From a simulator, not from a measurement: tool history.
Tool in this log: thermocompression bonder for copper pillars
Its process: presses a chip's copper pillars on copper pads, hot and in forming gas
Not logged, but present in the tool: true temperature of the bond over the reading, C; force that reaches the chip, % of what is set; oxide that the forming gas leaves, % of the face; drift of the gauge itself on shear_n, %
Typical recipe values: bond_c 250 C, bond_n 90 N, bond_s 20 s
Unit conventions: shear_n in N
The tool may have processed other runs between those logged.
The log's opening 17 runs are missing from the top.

run   hour  bond_c  bond_n  bond_s  hours of work since the heater was calibrated  hours of work since the force cell was calibrated  hours of work since the gas filter was changed  shear_n
 18  446.6     250      90      20                                            680                                                719                                             115     77.2
 19  470.7     250      90      20                                            689                                                729                                             125     76.9
 20  499.5     250      90      20                                            701                                                741                                             137     76.9
 21  531.2     237      69      18                                            714                                                754                                             150       53
 22  552.8     237      69      18                                            723                                                763                                             159     51.7
 23  577.7     251      57      12                                            733                                                773                                             169       46
 24  603.6     251      57      12                                            744                                                783                                             180     45.8
 25  628.3     239      57      18                                            754                                                793                                             190       45
     632.1  -- force cell calibrated
 26  659.4     226      69      51                                            766                                                 11                                             202     62.3
 27  681.2     226      85      51                                            775                                                 20                                             211     72.2
     686.7  -- forming gas filter changed
 28  700.6     222     134      15                                            783                                                 28                                               6     70.5
 29  716.7     245      93      20                                            789                                                 34                                              12     76.9
     738.6  -- force cell calibrated, once more
 30  738.6     245      93      20                                            798                                                  0                                              21     80.9
 31  772.1     250     119      20                                            811                                                 14                                              34     93.6
 32  788.6     250      81      10                                            818                                                 20                                              41     63.4

Expected results for the next run?
 33  822.3     221      90      31                                            832                                                 34                                              55        ?

shear_n: 66.6 N
Had the tool carried no hidden state, the very same run would have given shear_n 58 N.
